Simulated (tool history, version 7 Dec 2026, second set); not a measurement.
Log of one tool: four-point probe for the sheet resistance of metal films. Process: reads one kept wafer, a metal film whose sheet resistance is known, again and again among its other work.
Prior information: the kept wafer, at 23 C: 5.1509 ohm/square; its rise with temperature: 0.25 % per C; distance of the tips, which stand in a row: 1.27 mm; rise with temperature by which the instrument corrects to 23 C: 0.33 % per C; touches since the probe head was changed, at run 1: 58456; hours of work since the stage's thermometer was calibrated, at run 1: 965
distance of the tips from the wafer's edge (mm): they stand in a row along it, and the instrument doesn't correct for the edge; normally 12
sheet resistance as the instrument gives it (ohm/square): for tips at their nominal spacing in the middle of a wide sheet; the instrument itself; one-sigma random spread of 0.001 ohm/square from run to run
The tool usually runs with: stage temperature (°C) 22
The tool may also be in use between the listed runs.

run   hour  stage temperature (°C)  distance of the tips from the wafer's edge (mm)  touches since the probe head was changed  hours of work since the stage's thermometer was calibrated  sheet resistance as the instrument gives it (ohm/square)
  1    0.0                      22                                               12                                     58456                                                         965                                                  5.169081
  2   34.5                      22                                               12                                     59887                                                         982                                                  5.167541
  3   62.1                      22                                               12                                     61035                                                         996                                                  5.169533
  4   90.8                      22                                               12                                     62227                                                        1010                                                  5.169132
  5  124.8                      23                                               12                                     63637                                                        1027                                                  5.162930
  6  174.6                      23                                               12                                     65707                                                        1051                                                  5.162897
  7  222.9                      21                                               12                                     67712                                                        1075                                                  5.171563
  8  263.6                      21                                               12                                     69401                                                        1095                                                  5.169119
  9  288.8                      25                                               12                                     70450                                                        1108                                                  5.155029
 10  335.5                      22                                               16                                     72386                                                        1131                                                  5.150567
 11  385.3                      22                                               16                                     74456                                                        1155                                                  5.146583
 12  418.1                      22                                                9                                     75819                                                        1172                                                  5.187752
 13  451.5                      29                                               17                                     77204                                                        1188                                                  5.118088
 14  500.9                      18                                               60                                     79255                                                        1212                                                  5.147977
 15  551.2                      24                                               44                                     81344                                                        1237                                                  5.124431
 16  582.1                      24                                               44                                     82629                                                        1253                                                  5.124032
 17  633.8                      23                                               16                                     84775                                                        1278                                                  5.142443

Branching from run 17: 3 alternative next runs. What would each branch give?
  A  663.0                      20                                                5                                     85990                                                        1293                                                         ?
  B  663.0                      26                                               16                                     85990                                                        1293                                                         ?
  C  663.0                      23                                               28                                     85990                                                        1293                                                         ?

run  sheet resistance as the instrument gives it (ohm/square)
  A                                                  5.307533
  B                                                  5.128776
  C                                                  5.127988
Without the tool's hidden state the same runs would have given:
run  sheet resistance as the instrument gives it (ohm/square)
  A                                                  5.335542
  B                                                  5.155873
  C                                                  5.155100
